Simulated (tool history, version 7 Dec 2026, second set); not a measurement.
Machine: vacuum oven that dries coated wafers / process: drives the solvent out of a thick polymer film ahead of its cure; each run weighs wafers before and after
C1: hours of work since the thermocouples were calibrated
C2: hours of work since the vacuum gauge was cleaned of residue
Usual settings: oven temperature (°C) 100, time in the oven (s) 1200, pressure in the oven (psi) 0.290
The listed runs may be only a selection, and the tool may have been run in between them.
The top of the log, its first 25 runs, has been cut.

run 26 hour=527.9 | oven_temperature_(°C)=101 time_in_the_oven_(s)=1920 pressure_in_the_oven_(psi)=0.168 | C1=60 C2=94 | solvent_left_in_the_film_(%)=1.71
run 27 hour=553.0 | oven_temperature_(°C)=109 time_in_the_oven_(s)=1980 pressure_in_the_oven_(psi)=0.212 | C1=75 C2=109 | solvent_left_in_the_film_(%)=1.38
run 28 hour=572.3 | oven_temperature_(°C)=99 time_in_the_oven_(s)=1380 pressure_in_the_oven_(psi)=0.290 | C1=86 C2=121 | solvent_left_in_the_film_(%)=3.46
run 29 hour=590.5 | oven_temperature_(°C)=99 time_in_the_oven_(s)=1380 pressure_in_the_oven_(psi)=0.290 | C1=97 C2=132 | solvent_left_in_the_film_(%)=3.45
run 30 hour=604.7 | oven_temperature_(°C)=111 time_in_the_oven_(s)=900 pressure_in_the_oven_(psi)=0.348 | C1=106 C2=140 | solvent_left_in_the_film_(%)=2.48
run 31 hour=625.2 | oven_temperature_(°C)=100 time_in_the_oven_(s)=1200 pressure_in_the_oven_(psi)=0.357 | C1=118 C2=153 | solvent_left_in_the_film_(%)=4.24
run 32 hour=651.3 | oven_temperature_(°C)=114 time_in_the_oven_(s)=1200 pressure_in_the_oven_(psi)=0.297 | C1=134 C2=169 | solvent_left_in_the_film_(%)=1.81
run 33 hour=680.9 | oven_temperature_(°C)=104 time_in_the_oven_(s)=1440 pressure_in_the_oven_(psi)=1.044 | C1=152 C2=187 | solvent_left_in_the_film_(%)=8.25
run 34 hour=704.0 | oven_temperature_(°C)=101 time_in_the_oven_(s)=1380 pressure_in_the_oven_(psi)=0.323 | C1=166 C2=201 | solvent_left_in_the_film_(%)=3.51
run 35 hour=721.7 | oven_temperature_(°C)=104 time_in_the_oven_(s)=1800 pressure_in_the_oven_(psi)=0.160 | C1=177 C2=211 | solvent_left_in_the_film_(%)=1.41
run 36 hour=748.2 | oven_temperature_(°C)=103 time_in_the_oven_(s)=720 pressure_in_the_oven_(psi)=0.148 | C1=193 C2=227 | solvent_left_in_the_film_(%)=3.41
run 37 hour=775.7 | oven_temperature_(°C)=89 time_in_the_oven_(s)=720 pressure_in_the_oven_(psi)=0.908 | C1=210 C2=244 | solvent_left_in_the_film_(%)=12.73
run 38 hour=797.7 | oven_temperature_(°C)=87 time_in_the_oven_(s)=1200 pressure_in_the_oven_(psi)=0.853 | C1=223 C2=257 | solvent_left_in_the_film_(%)=12.88
run 39 hour=820.6 | oven_temperature_(°C)=111 time_in_the_oven_(s)=1860 pressure_in_the_oven_(psi)=0.841 | C1=237 C2=271 | solvent_left_in_the_film_(%)=5.25
run 40 hour=847.9 | oven_temperature_(°C)=111 time_in_the_oven_(s)=1860 pressure_in_the_oven_(psi)=0.841 | C1=253 C2=288 | solvent_left_in_the_film_(%)=5.12
run 41 hour=877.6 | oven_temperature_(°C)=114 time_in_the_oven_(s)=1500 pressure_in_the_oven_(psi)=0.264 | C1=272 C2=306 | solvent_left_in_the_film_(%)=1.50
run 42 hour=894.7 | oven_temperature_(°C)=114 time_in_the_oven_(s)=1260 pressure_in_the_oven_(psi)=0.307 | C1=282 C2=316 | solvent_left_in_the_film_(%)=1.73
run 43 hour=907.6 | oven_temperature_(°C)=114 time_in_the_oven_(s)=1260 pressure_in_the_oven_(psi)=0.307 | C1=290 C2=324 | solvent_left_in_the_film_(%)=1.88
run 44 hour=933.9 | oven_temperature_(°C)=114 time_in_the_oven_(s)=1260 pressure_in_the_oven_(psi)=0.307 | C1=306 C2=340 | solvent_left_in_the_film_(%)=1.94
run 45 hour=955.1 | oven_temperature_(°C)=111 time_in_the_oven_(s)=1200 pressure_in_the_oven_(psi)=0.290 | C1=318 C2=353 | solvent_left_in_the_film_(%)=2.07
run 46 hour=977.0 | oven_temperature_(°C)=103 time_in_the_oven_(s)=1200 pressure_in_the_oven_(psi)=0.512 | C1=332 C2=366 | solvent_left_in_the_film_(%)=4.88

Forecast each of these 3 alternatives for the next run:
run A hour=992.6 | oven_temperature_(°C)=99 time_in_the_oven_(s)=1200 pressure_in_the_oven_(psi)=0.978 | C1=341 C2=376 | solvent_left_in_the_film_(%)=?
run B hour=992.6 | oven_temperature_(°C)=108 time_in_the_oven_(s)=660 pressure_in_the_oven_(psi)=0.512 | C1=341 C2=376 | solvent_left_in_the_film_(%)=?
run C hour=992.6 | oven_temperature_(°C)=111 time_in_the_oven_(s)=1200 pressure_in_the_oven_(psi)=0.290 | C1=341 C2=376 | solvent_left_in_the_film_(%)=?

run=A solvent_left_in_the_film_(%)=9.64
run=B solvent_left_in_the_film_(%)=4.75
run=C solvent_left_in_the_film_(%)=1.99
With no hidden state in the tool, these same runs would have given:
run=A solvent_left_in_the_film_(%)=9.64
run=B solvent_left_in_the_film_(%)=4.74
run=C solvent_left_in_the_film_(%)=1.89
